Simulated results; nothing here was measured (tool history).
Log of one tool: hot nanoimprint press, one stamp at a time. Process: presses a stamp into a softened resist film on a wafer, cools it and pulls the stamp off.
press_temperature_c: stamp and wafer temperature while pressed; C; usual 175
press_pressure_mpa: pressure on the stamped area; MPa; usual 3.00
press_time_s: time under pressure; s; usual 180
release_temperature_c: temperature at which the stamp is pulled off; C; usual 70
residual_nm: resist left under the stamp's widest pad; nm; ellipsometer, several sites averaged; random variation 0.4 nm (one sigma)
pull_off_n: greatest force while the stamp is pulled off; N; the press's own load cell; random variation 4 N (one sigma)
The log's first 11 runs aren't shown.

run	day	press_temperature_c	press_pressure_mpa	press_time_s	release_temperature_c	hours of work since the thermocouple was calibrated	imprints on the stamp's release coat	hours of work since the press's seals were changed	residual_nm	pull_off_n
12	4.708	175	4.14	180	70	18	2171	101	252.4	281
13	5.183	175	3.00	180	73	24	2202	107	294.6	250
14	5.496	175	3.00	180	73	28	2223	111	295.1	261
15	6.138	175	3.00	180	70	37	2264	120	295.3	269
16	6.583	175	3.00	213	61	43	2293	126	276.6	299
# day 6.896: plate thermocouple calibrated, once more
17	7.083	184	4.43	148	66	2	2318	131	191.2	287
18	7.696	175	3.00	198	58	10	2357	139	306.4	324
# day 8.158: stamp cleaned and given a new release coat
19	8.358	178	3.00	192	76	16	13	144	271.5	178
20	8.938	181	2.98	262	70	23	51	152	210.1	188
21	9.358	181	2.98	262	70	29	78	157	210.4	194
22	9.892	172	2.98	262	76	36	113	164	315.1	183
23	10.342	172	3.97	262	76	42	142	170	276.1	177
24	10.825	172	3.97	262	76	48	173	176	276.3	191
25	11.371	173	3.35	312	74	55	209	184	265.7	189
26	11.650	173	3.35	167	74	59	227	187	337.1	195
27	12.283	173	3.35	167	74	67	268	195	337.1	197
28	12.804	183	3.68	109	68	74	302	202	248.0	210
29	13.079	174	4.69	133	71	78	320	206	301.9	203
30	13.642	168	2.86	133	75	85	356	213	467.1	199

3 ways to go on from here, each from the tool as it stands after run 30. What would each give?
A	14.062	179	4.69	180	66	91	384	219	?	?
B	14.062	168	2.86	93	72	91	384	219	?	?
C	14.062	171	3.00	180	70	91	384	219	?	?

run	residual_nm	pull_off_n
A	212.9	209
B	509.6	208
C	373.4	207
Without the tool's hidden state the same runs would have given:
run	residual_nm	pull_off_n
A	211.5	196
B	510.0	195
C	373.5	194
